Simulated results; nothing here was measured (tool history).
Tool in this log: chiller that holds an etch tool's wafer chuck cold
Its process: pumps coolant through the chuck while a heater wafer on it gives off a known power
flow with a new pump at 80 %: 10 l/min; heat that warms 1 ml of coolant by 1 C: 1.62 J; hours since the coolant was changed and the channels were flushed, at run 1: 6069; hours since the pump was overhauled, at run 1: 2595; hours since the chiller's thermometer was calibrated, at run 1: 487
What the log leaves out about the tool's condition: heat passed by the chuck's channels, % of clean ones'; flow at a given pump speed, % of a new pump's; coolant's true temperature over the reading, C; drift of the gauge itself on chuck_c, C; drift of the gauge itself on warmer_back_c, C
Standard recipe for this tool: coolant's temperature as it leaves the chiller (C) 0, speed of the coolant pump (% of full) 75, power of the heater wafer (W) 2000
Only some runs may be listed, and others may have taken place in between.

| run | hour | coolant's temperature as it leaves the chiller (C) | speed of the coolant pump (% of full) | power of the heater wafer (W) | hours since the coolant was changed and the channels were flushed | hours since the pump was overhauled | hours since the chiller's thermometer was calibrated | chuck's temperature once it has settled (C) | how much warmer the coolant comes back (C) |
|---|---|---|---|---|---|---|---|---|---|
| 1 | 0 | 0 | 75 | 2000 | 6069 | 2595 | 487 | 21.1 | 8.05 |
| 2 | 61.2 | 0 | 75 | 2000 | 6131 | 2657 | 548 | 21 | 8.06 |
| 3 | 108.8 | 0 | 75 | 2000 | 6178 | 2704 | 596 | 21.1 | 8 |
| 4 | 175.6 | 0 | 75 | 2000 | 6245 | 2771 | 663 | 21 | 8.04 |
| 5 | 245.7 | 9 | 75 | 2000 | 6315 | 2841 | 733 | 30.3 | 8.09 |
| 6 | 284.3 | 0 | 86 | 2000 | 6354 | 2880 | 771 | 19.7 | 7.12 |
| 7 | 320 | 0 | 75 | 2000 | 6389 | 2915 | 807 | 21.2 | 8.06 |
| 8 | 385.6 | 0 | 75 | 1155 | 6455 | 2981 | 873 | 12.5 | 4.68 |
| 9 | 429.7 | 0 | 86 | 2000 | 6499 | 3025 | 917 | 19.8 | 7.13 |
| 10 | 493.1 | 0 | 75 | 2000 | 6563 | 3088 | 980 | 21.4 | 8.09 |
| 11 | 569.6 | 0 | 75 | 2000 | 6639 | 3165 | 1057 | 21.3 | 8.09 |
| 12 | 630.1 | 0 | 75 | 2000 | 6700 | 3226 | 1117 | 21.3 | 8.12 |
| 13 | 686.2 | -4 | 75 | 2000 | 6756 | 3282 | 1173 | 17.4 | 8.01 |
| 14 | 732.3 | -4 | 75 | 2000 | 6802 | 3328 | 1219 | 17.6 | 8.08 |
| 15 | 772.9 | 0 | 70 | 2000 | 6842 | 3368 | 1260 | 22.2 | 8.64 |
| 16 | 852.6 | 0 | 70 | 2000 | 6922 | 3448 | 1340 | 22.6 | 8.67 |
| 17 | 923.6 | -5 | 68 | 2000 | 6993 | 3519 | 1411 | 17.4 | 8.86 |
| 18 | 981.4 | -5 | 97 | 1431 | 7051 | 3577 | 1469 | 8.5 | 4.53 |
| 19 | 1023.9 | 4 | 63 | 1652 | 7093 | 3619 | 1511 | 23.7 | 8.04 |
| 20 | 1100.5 | 8 | 99 | 2000 | 7170 | 3696 | 1588 | 26.8 | 6.2 |
| 21 | 1147.3 | -10 | 75 | 1228 | 7217 | 3743 | 1635 | 3.3 | 4.95 |
| 22 | 1184.9 | 0 | 68 | 1493 | 7254 | 3780 | 1672 | 17.1 | 6.66 |
| 23 | 1266.7 | 0 | 68 | 1493 | 7336 | 3862 | 1754 | 16.9 | 6.69 |
| 24 | 1306.4 | 9 | 75 | 1435 | 7376 | 3902 | 1794 | 24.7 | 5.8 |
| 25 | 1361.5 | -4 | 97 | 1113 | 7431 | 3957 | 1849 | 6.7 | 3.48 |
| 26 | 1420.6 | -5 | 85 | 1085 | 7490 | 4016 | 1908 | 6.1 | 3.9 |
| 27 | 1466.8 | -5 | 62 | 1516 | 7536 | 4062 | 1954 | 13.3 | 7.39 |
| 28 | 1528.9 | -5 | 62 | 1582 | 7598 | 4124 | 2016 | 14 | 7.8 |
| 29 | 1571.8 | -5 | 78 | 1582 | 7641 | 4167 | 2059 | 12.2 | 6.17 |
| 30 | 1641.1 | 0 | 81 | 2000 | 7711 | 4236 | 2128 | 21.1 | 7.61 |
| 31 | 1713.9 | 8 | 89 | 2842 | 7783 | 4309 | 2201 | 36.6 | 9.77 |

Selected run-to-run steps in chuck's temperature once it has settled (C), each split into two signed amounts: the part the tool would show with no hidden state at all (from settings, incoming material and random variation), and the remainder, which goes to the hidden state together with any gauge scatter not common to the measured and the hidden-state-free results:
Run 7 -> 8: power of the heater wafer (W) 2000 -> 1155. chuck's temperature once it has settled (C) -8.7: hidden state -1.2, all else -7.5.
Run 17 -> 18: speed of the coolant pump (% of full) 68 -> 97, power of the heater wafer (W) 2000 -> 1431. chuck's temperature once it has settled (C) -8.9: hidden state -1.3, all else -7.6.
Run 20 -> 21: coolant's temperature as it leaves the chiller (C) 8 -> -10, speed of the coolant pump (% of full) 99 -> 75, power of the heater wafer (W) 2000 -> 1228. chuck's temperature once it has settled (C) -23.5: hidden state -1, all else -22.5.
Run 24 -> 25: coolant's temperature as it leaves the chiller (C) 9 -> -4, speed of the coolant pump (% of full) 75 -> 97, power of the heater wafer (W) 1435 -> 1113. chuck's temperature once it has settled (C) -18: hidden state -0.8, all else -17.2.
Run 30 -> 31: coolant's temperature as it leaves the chiller (C) 0 -> 8, speed of the coolant pump (% of full) 81 -> 89, power of the heater wafer (W) 2000 -> 2842. chuck's temperature once it has settled (C) +15.5: hidden state +1.5, all else +14.

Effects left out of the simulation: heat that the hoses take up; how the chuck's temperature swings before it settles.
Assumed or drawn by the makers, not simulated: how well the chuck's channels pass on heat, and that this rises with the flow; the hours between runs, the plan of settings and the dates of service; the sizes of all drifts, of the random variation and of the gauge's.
